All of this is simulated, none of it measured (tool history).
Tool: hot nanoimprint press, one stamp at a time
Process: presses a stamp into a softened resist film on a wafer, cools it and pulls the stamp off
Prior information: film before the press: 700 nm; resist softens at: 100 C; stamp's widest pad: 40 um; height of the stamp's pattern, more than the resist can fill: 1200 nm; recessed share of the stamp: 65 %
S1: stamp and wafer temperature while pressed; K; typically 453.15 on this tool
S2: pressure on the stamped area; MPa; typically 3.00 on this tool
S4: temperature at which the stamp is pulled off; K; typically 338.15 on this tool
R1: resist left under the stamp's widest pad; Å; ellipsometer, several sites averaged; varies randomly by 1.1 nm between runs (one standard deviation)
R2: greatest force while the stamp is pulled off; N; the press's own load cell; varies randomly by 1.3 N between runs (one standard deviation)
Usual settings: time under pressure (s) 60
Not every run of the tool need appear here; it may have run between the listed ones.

{"run": 1, "hour": 0.0, "S1": 453.15, "S2": 3.0, "time under pressure (s)": 60, "S4": 338.15, "R1": 3423, "R2": 104}
{"hour": 27.8, "done": "plate thermocouple calibrated"}
{"run": 2, "hour": 32.6, "S1": 453.15, "S2": 3.0, "time under pressure (s)": 60, "S4": 338.15, "R1": 3407, "R2": 106}
{"run": 3, "hour": 55.3, "S1": 453.15, "S2": 3.0, "time under pressure (s)": 60, "S4": 338.15, "R1": 3390, "R2": 104}
{"run": 4, "hour": 80.4, "S1": 453.15, "S2": 3.0, "time under pressure (s)": 60, "S4": 338.15, "R1": 3385, "R2": 105}
{"run": 5, "hour": 96.8, "S1": 453.15, "S2": 3.0, "time under pressure (s)": 60, "S4": 338.15, "R1": 3401, "R2": 106}
{"run": 6, "hour": 118.9, "S1": 453.15, "S2": 3.0, "time under pressure (s)": 39, "S4": 338.15, "R1": 3920, "R2": 106}
{"run": 7, "hour": 148.2, "S1": 453.15, "S2": 3.0, "time under pressure (s)": 39, "S4": 338.15, "R1": 3919, "R2": 109}
{"run": 8, "hour": 174.3, "S1": 453.15, "S2": 3.0, "time under pressure (s)": 39, "S4": 338.15, "R1": 3929, "R2": 109}
{"run": 9, "hour": 194.6, "S1": 453.15, "S2": 3.0, "time under pressure (s)": 38, "S4": 338.15, "R1": 3958, "R2": 112}
{"run": 10, "hour": 213.1, "S1": 453.15, "S2": 4.09, "time under pressure (s)": 60, "S4": 338.15, "R1": 2961, "R2": 115}
{"run": 11, "hour": 230.2, "S1": 453.15, "S2": 4.09, "time under pressure (s)": 60, "S4": 338.15, "R1": 2961, "R2": 116}
{"run": 12, "hour": 257.5, "S1": 453.15, "S2": 4.09, "time under pressure (s)": 60, "S4": 338.15, "R1": 2972, "R2": 115}
{"run": 13, "hour": 288.9, "S1": 453.15, "S2": 4.09, "time under pressure (s)": 60, "S4": 338.15, "R1": 2992, "R2": 116}
{"run": 14, "hour": 305.3, "S1": 453.15, "S2": 4.09, "time under pressure (s)": 60, "S4": 338.15, "R1": 2984, "R2": 118}
{"run": 15, "hour": 324.7, "S1": 453.15, "S2": 4.09, "time under pressure (s)": 60, "S4": 338.15, "R1": 2992, "R2": 114}
{"run": 16, "hour": 350.8, "S1": 446.15, "S2": 3.0, "time under pressure (s)": 60, "S4": 338.15, "R1": 4533, "R2": 119}
{"run": 17, "hour": 373.3, "S1": 462.15, "S2": 3.0, "time under pressure (s)": 60, "S4": 345.15, "R1": 2385, "R2": 112}
{"run": 18, "hour": 396.1, "S1": 462.15, "S2": 4.27, "time under pressure (s)": 55, "S4": 345.15, "R1": 2066, "R2": 114}
{"run": 19, "hour": 415.5, "S1": 448.15, "S2": 3.0, "time under pressure (s)": 40, "S4": 338.15, "R1": 4743, "R2": 123}
{"hour": 438.1, "done": "plate thermocouple calibrated"}
{"hour": 448.4, "done": "stamp cleaned and given a new release coat"}
{"run": 20, "hour": 453.2, "S1": 453.15, "S2": 2.17, "time under pressure (s)": 60, "S4": 338.15, "R1": 3886, "R2": 105}
{"run": 21, "hour": 474.6, "S1": 460.15, "S2": 3.51, "time under pressure (s)": 60, "S4": 338.15, "R1": 2357, "R2": 102}
{"run": 22, "hour": 496.9, "S1": 460.15, "S2": 3.51, "time under pressure (s)": 60, "S4": 338.15, "R1": 2345, "R2": 103}
{"run": 23, "hour": 528.5, "S1": 453.15, "S2": 4.55, "time under pressure (s)": 55, "S4": 338.15, "R1": 2916, "R2": 104}
{"run": 24, "hour": 552.9, "S1": 457.15, "S2": 3.0, "time under pressure (s)": 77, "S4": 335.15, "R1": 2641, "R2": 108}
{"run": 25, "hour": 576.5, "S1": 448.15, "S2": 2.12, "time under pressure (s)": 77, "S4": 328.15, "R1": 4392, "R2": 115}
{"run": 26, "hour": 601.4, "S1": 443.15, "S2": 3.0, "time under pressure (s)": 50, "S4": 338.15, "R1": 5196, "R2": 110}
{"run": 27, "hour": 616.0, "S1": 446.15, "S2": 3.0, "time under pressure (s)": 69, "S4": 338.15, "R1": 4337, "R2": 108}
{"run": 28, "hour": 641.7, "S1": 462.15, "S2": 3.38, "time under pressure (s)": 69, "S4": 338.15, "R1": 2110, "R2": 111}
{"run": 29, "hour": 665.4, "S1": 453.15, "S2": 2.7, "time under pressure (s)": 59, "S4": 338.15, "R1": 3633, "R2": 112}

5 options for the next run, each taken on its own from the tool as it stands now. Forecast them:
{"run": "A", "hour": 686.4, "S1": 453.15, "S2": 2.7, "time under pressure (s)": 108, "S4": 330.15, "R1": "?", "R2": "?"}
{"run": "B", "hour": 686.4, "S1": 452.15, "S2": 2.7, "time under pressure (s)": 59, "S4": 339.15, "R1": "?", "R2": "?"}
{"run": "C", "hour": 686.4, "S1": 445.15, "S2": 2.05, "time under pressure (s)": 53, "S4": 338.15, "R1": "?", "R2": "?"}
{"run": "D", "hour": 686.4, "S1": 446.15, "S2": 2.7, "time under pressure (s)": 59, "S4": 338.15, "R1": "?", "R2": "?"}
{"run": "E", "hour": 686.4, "S1": 459.15, "S2": 2.7, "time under pressure (s)": 59, "S4": 338.15, "R1": "?", "R2": "?"}

run=A R1=2937 R2=119
run=B R1=3764 R2=111
run=C R1=5408 R2=111
run=D R1=4720 R2=114
run=E R1=2842 R2=112
The same runs, with their run-to-run variation unchanged, on a tool lacking any hidden condition would have given:
run=A R1=2810 R2=109
run=B R1=3619 R2=101
run=C R1=5292 R2=101
run=D R1=4568 R2=104
run=E R1=2722 R2=101
